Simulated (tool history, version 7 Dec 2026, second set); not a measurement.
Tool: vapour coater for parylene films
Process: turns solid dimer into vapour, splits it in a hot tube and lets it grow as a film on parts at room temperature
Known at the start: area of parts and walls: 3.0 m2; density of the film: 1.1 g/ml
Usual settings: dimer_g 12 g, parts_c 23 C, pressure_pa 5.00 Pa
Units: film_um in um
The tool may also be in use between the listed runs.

run,hour,dimer_g,parts_c,pressure_pa,film_um
1,0.0,12,23,5.00,2.59
2,15.7,12,23,5.00,2.60
3,35.3,6,23,5.00,1.33
4,49.1,6,23,5.00,1.36
5,70.4,8,23,5.00,1.75
6,92.8,8,23,5.00,1.72
7,111.9,8,23,5.00,1.72
8,123.9,11,19,9.24,2.43
9,138.6,7,23,5.00,1.50
10,150.4,12,25,5.00,2.53
11,172.2,16,32,2.30,3.08
12,194.1,12,22,6.29,2.56
13,209.1,12,23,2.16,2.74

Forecast each of these 3 alternatives for the next run:
A,223.6,8,23,8.82,?
B,223.6,17,17,7.17,?
C,223.6,12,23,2.68,?

run,film_um
A,1.66
B,3.97
C,2.68
Without the tool's hidden state the same runs would have given:
run,film_um
A,1.74
B,4.16
C,2.81
